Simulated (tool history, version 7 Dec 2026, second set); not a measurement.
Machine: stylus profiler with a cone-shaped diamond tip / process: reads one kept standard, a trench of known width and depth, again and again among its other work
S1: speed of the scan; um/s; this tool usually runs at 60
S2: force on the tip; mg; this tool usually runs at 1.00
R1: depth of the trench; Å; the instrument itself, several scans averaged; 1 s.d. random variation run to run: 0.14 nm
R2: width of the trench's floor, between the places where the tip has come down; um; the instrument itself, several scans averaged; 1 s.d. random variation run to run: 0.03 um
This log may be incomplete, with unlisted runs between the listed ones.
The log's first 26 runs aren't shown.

run	hour	S1	S2	R1	R2
27	448.8	17	2.56	5035.4	96.21
28	461.4	17	2.56	5039.6	96.20
29	479.5	42	1.07	5018.8	95.97
30	498.7	133	1.64	5027.1	95.42
31	514.5	31	1.00	5017.0	96.03
32	534.5	151	1.21	5019.6	95.06
33	550.1	99	1.00	5016.5	95.43
34	572.3	60	0.96	5017.2	95.73
35	597.5	167	0.91	5014.1	94.73
36	611.2	110	1.91	5026.7	95.61
37	633.4	110	1.91	5028.8	95.51
38	646.6	20	1.79	5026.3	96.11
39	659.8	19	1.91	5026.6	96.11
40	681.7	192	0.46	5003.8	93.78
41	698.9	131	2.34	5033.5	95.45
42	720.9	131	2.34	5032.1	95.47
43	736.9	41	1.70	5024.2	95.91
44	759.8	167	1.35	5020.1	94.92
45	778.4	60	0.94	5012.6	95.56
46	794.6	94	0.75	5008.8	95.15
47	817.9	16	0.62	5004.5	95.96
48	836.7	16	0.62	5007.8	95.88

Alternative continuations, all from the tool just after run 48; predict every row:
A	858.0	15	2.64	?	?
B	858.0	41	0.94	?	?
C	858.0	30	0.35	?	?

run	R1	R2
A	5033.5	95.99
B	5009.6	95.78
C	5001.2	95.67
Without the tool's hidden state the same runs would have given:
run	R1	R2
A	5045.3	96.90
B	5021.4	96.69
C	5013.0	96.58

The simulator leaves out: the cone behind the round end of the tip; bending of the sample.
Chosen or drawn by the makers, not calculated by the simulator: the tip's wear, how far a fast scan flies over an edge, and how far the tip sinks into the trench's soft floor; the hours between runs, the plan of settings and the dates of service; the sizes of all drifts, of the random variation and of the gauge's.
